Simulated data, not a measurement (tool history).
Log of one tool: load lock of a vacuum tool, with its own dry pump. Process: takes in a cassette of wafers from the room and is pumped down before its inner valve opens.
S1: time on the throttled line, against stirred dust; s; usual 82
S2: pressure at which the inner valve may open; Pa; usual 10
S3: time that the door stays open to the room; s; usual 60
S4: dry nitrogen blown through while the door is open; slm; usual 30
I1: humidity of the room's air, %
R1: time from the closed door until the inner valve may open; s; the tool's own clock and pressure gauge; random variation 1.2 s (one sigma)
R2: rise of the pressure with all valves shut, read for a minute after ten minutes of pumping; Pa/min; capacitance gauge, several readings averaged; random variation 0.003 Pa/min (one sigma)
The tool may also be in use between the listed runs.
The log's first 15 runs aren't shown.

run    hour   S1  S2   S3  S4    I1     R1     R2
 16  1258.3   82  13   60  30  44.9  204.5  0.053
 17  1305.9   82  10   60  30  45.3  210.2   0.05
 18  1357.9   82  10   87  30  48.1  205.7  0.059
 19  1411.5   82  10   60  30  44.9    205  0.049
 20  1464.4   52  18   60  32  47.2  176.6  0.054
 21  1521.7   52  18   60  32  45.8  177.1  0.048
 22  1581.2   52  18   60  32  50.5  175.7  0.057
 23  1650.2   52  18   60  32  46.4  178.8  0.055
 24  1698.1  135   9   49  30  41.2  244.5  0.054
 25  1775.7  135   9   49  30  45.3  247.7  0.053
 26  1834.9   82  19   27  30    43  196.4  0.043
 27  1883.9   43  15  116   4  43.9  174.9  0.087
 28  1999.8   43  15  116   4  47.1  175.2  0.096
 29  2058.6   69  15  199   4    44    193  0.096
 30  2173.9   69  15  199   4  41.7  194.8  0.101
 31  2235.5   82  11   60  39  47.3  207.6  0.053
 32  2310.1   82  10   60  11    46  210.6  0.073
 33  2412.5   41  10   60  11  43.9  181.2  0.067
 34  2467.6   41  10   31  11    46  182.7  0.066
 35  2546.5   41  10   31  11  46.2  183.9  0.062
 36  2657.9   41  11   61  26  41.6  180.6  0.061
 37    2756   41  11   61  26  45.8  181.3  0.058

3 ways to go on from here, each from the tool as it stands after run 37. What would each give?
  A  2834.8  102  11  61  26  44.7   ?   ?
  B  2834.8   41  11  61  10  40.9   ?   ?
  C  2834.8   41  12  61  36  44.6   ?   ?

run     R1     R2
  A  224.2  0.062
  B  178.7  0.074
  C  178.8  0.056
Without the tool's hidden state the same runs would have given:
run     R1     R2
  A  212.8  0.029
  B  165.8  0.042
  C  166.3  0.023
